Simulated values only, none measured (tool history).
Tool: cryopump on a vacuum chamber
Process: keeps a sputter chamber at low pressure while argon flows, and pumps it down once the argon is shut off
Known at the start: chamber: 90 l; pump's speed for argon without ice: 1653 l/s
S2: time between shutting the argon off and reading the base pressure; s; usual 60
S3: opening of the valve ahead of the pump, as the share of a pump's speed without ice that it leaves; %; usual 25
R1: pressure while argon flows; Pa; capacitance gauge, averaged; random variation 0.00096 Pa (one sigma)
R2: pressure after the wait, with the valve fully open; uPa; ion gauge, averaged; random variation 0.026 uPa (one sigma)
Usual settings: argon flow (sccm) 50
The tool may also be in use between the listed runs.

Run 1, hour 0.0: usual settings. Result: R1 0.2068 Pa, R2 2.05 uPa.
Run 2, hour 12.6: usual settings. Result: R1 0.2068 Pa, R2 2.07 uPa.
Run 3, hour 23.8: usual settings. Result: R1 0.2077 Pa, R2 2.16 uPa.
Run 4, hour 43.6: usual settings. Result: R1 0.2081 Pa, R2 2.13 uPa.
Run 5, hour 59.9: usual settings. Result: R1 0.2089 Pa, R2 2.14 uPa.
Run 6, hour 76.5: usual settings. Result: R1 0.2081 Pa, R2 2.11 uPa.
Run 7, hour 92.2: usual settings. Result: R1 0.2089 Pa, R2 2.14 uPa.
Run 8, hour 105.8: usual settings. Result: R1 0.2085 Pa, R2 2.11 uPa.
Run 9, hour 124.2: usual settings. Result: R1 0.2085 Pa, R2 2.17 uPa.
Run 10, hour 136.1: usual settings. Result: R1 0.2094 Pa, R2 2.11 uPa.
Run 11, hour 144.8: usual settings. Result: R1 0.2096 Pa, R2 2.11 uPa.
Run 12, hour 155.9: usual settings but argon flow (sccm) 22. Result: R1 0.0913 Pa, R2 2.15 uPa.
Run 13, hour 166.6: usual settings but argon flow (sccm) 22, S2 248 s. Result: R1 0.0916 Pa, R2 1.43 uPa.
Run 14, hour 186.8: usual settings but S2 93 s, S3 55 %. Result: R1 0.0964 Pa, R2 1.81 uPa.
Run 15, hour 200.2: usual settings but argon flow (sccm) 53, S3 44 %. Result: R1 0.1279 Pa, R2 2.14 uPa.
Run 16, hour 215.9: usual settings but argon flow (sccm) 29, S2 83 s. Result: R1 0.1195 Pa, R2 1.88 uPa.
Run 17, hour 226.2: usual settings but argon flow (sccm) 37, S3 15 %. Result: R1 0.2529 Pa, R2 2.12 uPa.
Run 18, hour 245.9: usual settings but argon flow (sccm) 58, S2 29 s, S3 55 %. Result: R1 0.1126 Pa, R2 3.17 uPa.
Run 19, hour 262.2: usual settings but argon flow (sccm) 58, S2 29 s, S3 55 %. Result: R1 0.1119 Pa, R2 3.09 uPa.
Run 20, hour 277.8: usual settings but argon flow (sccm) 58, S2 29 s, S3 55 %. Result: R1 0.1132 Pa, R2 3.12 uPa.
Run 21, hour 293.3: usual settings but argon flow (sccm) 58, S2 29 s, S3 55 %. Result: R1 0.1129 Pa, R2 3.16 uPa.
Run 22, hour 308.1: usual settings but S2 194 s, S3 45 %. Result: R1 0.1182 Pa, R2 1.50 uPa.
Run 23, hour 318.0: usual settings but argon flow (sccm) 74, S3 22 %. Result: R1 0.3487 Pa, R2 2.14 uPa.
Run 24, hour 337.5: usual settings but argon flow (sccm) 74, S3 22 %. Result: R1 0.3524 Pa, R2 2.21 uPa.

Forecast each of these 4 alternatives for the next run:
Run A, hour 355.4: usual settings but argon flow (sccm) 35, S3 39 %. Result: R1 ?, R2 ?.
Run B, hour 355.4: usual settings but S3 28 %. Result: R1 ?, R2 ?.
Run C, hour 355.4: usual settings but S2 277 s, S3 34 %. Result: R1 ?, R2 ?.
Run D, hour 355.4: usual settings but argon flow (sccm) 28, S2 43 s, S3 40 %. Result: R1 ?, R2 ?.

run      R1    R2
  A  0.0951  2.18
  B  0.1878  2.22
  C  0.1552  1.51
  D  0.0747  2.52
Without the tool's hidden state the same runs would have given:
run      R1    R2
  A  0.0919  1.09
  B  0.1832  1.11
  C  0.1506  0.39
  D  0.0721  1.43

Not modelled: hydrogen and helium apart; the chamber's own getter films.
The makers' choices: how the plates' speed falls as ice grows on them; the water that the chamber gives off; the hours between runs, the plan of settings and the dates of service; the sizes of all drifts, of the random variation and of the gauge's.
